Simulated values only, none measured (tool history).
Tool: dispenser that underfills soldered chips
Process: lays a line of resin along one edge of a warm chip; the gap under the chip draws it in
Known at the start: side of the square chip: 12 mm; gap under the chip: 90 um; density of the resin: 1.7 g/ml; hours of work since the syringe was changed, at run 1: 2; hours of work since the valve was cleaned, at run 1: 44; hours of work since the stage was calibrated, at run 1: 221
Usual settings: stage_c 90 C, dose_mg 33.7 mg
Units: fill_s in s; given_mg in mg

| run | day | stage_c | dose_mg | hours of work since the syringe was changed | hours of work since the valve was cleaned | hours of work since the stage was calibrated | fill_s | given_mg |
|---|---|---|---|---|---|---|---|---|
| 1 | 0 | 90 | 33.7 | 2 | 44 | 221 | 68.7 | 32.58 |
| 2 | 0.267 | 90 | 33.7 | 6 | 48 | 225 | 83.7 | 32.48 |
|  | 0.521 | new syringe of resin |
| 3 | 0.65 | 90 | 33.7 | 2 | 54 | 231 | 67.5 | 32.38 |
| 4 | 0.904 | 90 | 33.7 | 6 | 58 | 236 | 80.4 | 32.36 |
|  | 1.192 | new syringe of resin |
| 5 | 1.233 | 90 | 33.7 | 1 | 63 | 241 | 66.2 | 32.03 |
| 6 | 1.658 | 90 | 28.8 | 8 | 70 | 248 | 92.8 | 27.17 |
|  | 1.879 | new syringe of resin |
| 7 | 1.896 | 90 | 28.8 | 0 | 73 | 251 | 66.5 | 26.88 |
| 8 | 2.258 | 90 | 28.8 | 6 | 79 | 257 | 86.3 | 26.73 |
|  | 2.567 | new syringe of resin |
| 9 | 2.596 | 90 | 37.5 | 0 | 85 | 262 | 63.5 | 34.78 |
|  | 2.892 | dispensing valve cleaned and set on the balance |
| 10 | 2.892 | 90 | 33.7 | 5 | 0 | 266 | 77.6 | 33.59 |
| 11 | 3.221 | 90 | 40.3 | 10 | 5 | 272 | 97 | 40.15 |
|  | 3.279 | new syringe of resin |
| 12 | 3.671 | 90 | 40.3 | 6 | 12 | 279 | 80.8 | 39.88 |
|  | 3.95 | new syringe of resin |
| 13 | 3.967 | 89 | 33.7 | 0 | 17 | 283 | 65.4 | 33.3 |
| 14 | 4.15 | 90 | 29.2 | 3 | 20 | 286 | 74.2 | 28.77 |
| 15 | 4.529 | 83 | 33.7 | 9 | 26 | 292 | 126.4 | 32.91 |
|  | 4.617 | new syringe of resin |
| 16 | 4.746 | 83 | 33.7 | 2 | 29 | 296 | 90.1 | 32.95 |
| 17 | 5.067 | 83 | 33.7 | 7 | 34 | 301 | 116.5 | 32.87 |
|  | 5.288 | new syringe of resin |
| 18 | 5.288 | 90 | 42.3 | 0 | 38 | 304 | 58.9 | 40.62 |
| 19 | 5.617 | 101 | 30.2 | 5 | 43 | 309 | 53 | 29.21 |
| 20 | 5.871 | 102 | 36.7 | 9 | 47 | 313 | 57.9 | 35.28 |
|  | 5.983 | new syringe of resin |
| 21 | 6.112 | 83 | 29.8 | 2 | 51 | 317 | 96.6 | 28.6 |
| 22 | 6.454 | 83 | 29.8 | 8 | 56 | 323 | 124 | 28.36 |
|  | 6.654 | new syringe of resin |
| 23 | 6.654 | 102 | 29.8 | 0 | 59 | 326 | 40.4 | 28.3 |
| 24 | 6.875 | 102 | 29.8 | 4 | 63 | 329 | 47.7 | 28.5 |
| 25 | 7.058 | 102 | 29.8 | 7 | 66 | 332 | 55.2 | 28.24 |
|  | 7.321 | new syringe of resin |
| 26 | 7.458 | 102 | 29.8 | 2 | 72 | 338 | 44.4 | 28.04 |
| 27 | 7.846 | 77 | 40.6 | 8 | 78 | 345 | 154.7 | 37.9 |
|  | 8.008 | new syringe of resin |
| 28 | 8.25 | 77 | 40.6 | 4 | 85 | 351 | 122.8 | 37.6 |
|  | 8.538 | dispensing valve cleaned and set on the balance |
| 29 | 8.571 | 90 | 30.9 | 8 | 1 | 355 | 91.7 | 30.83 |
|  | 8.642 | stage's temperature calibrated |
|  | 8.758 | new syringe of resin |
| 30 | 9.079 | 101 | 34.9 | 5 | 8 | 7 | 52.3 | 34.76 |
| 31 | 9.304 | 101 | 34.9 | 9 | 12 | 10 | 62.9 | 34.34 |
|  | 9.433 | new syringe of resin |
| 32 | 9.771 | 89 | 28.8 | 5 | 19 | 18 | 89.4 | 28.58 |
| 33 | 10.017 | 89 | 28.8 | 9 | 23 | 22 | 107.6 | 28.08 |
|  | 10.125 | new syringe of resin |
| 34 | 10.392 | 90 | 28.9 | 4 | 29 | 28 | 81.1 | 28.24 |
| 35 | 10.712 | 91 | 33.2 | 9 | 34 | 33 | 94.8 | 32.19 |

3 ways to go on from here, each from the tool as it stands after run 35. What would each give?
|  | 10.788 | new syringe of resin |
| A | 10.992 | 92 | 32.7 | 3 | 38 | 37 | ? | ? |
|  | 10.788 | new syringe of resin |
| B | 10.992 | 99 | 34.6 | 3 | 38 | 37 | ? | ? |
|  | 10.788 | new syringe of resin |
| C | 10.992 | 102 | 33.2 | 3 | 38 | 37 | ? | ? |

| run | fill_s | given_mg |
|---|---|---|
| A | 67.9 | 31.71 |
| B | 51.6 | 33.44 |
| C | 46.5 | 32.15 |
Without the tool's hidden state the same runs would have given:
| run | fill_s | given_mg |
|---|---|---|
| A | 58.5 | 32.75 |
| B | 44.6 | 34.53 |
| C | 40.1 | 33.2 |
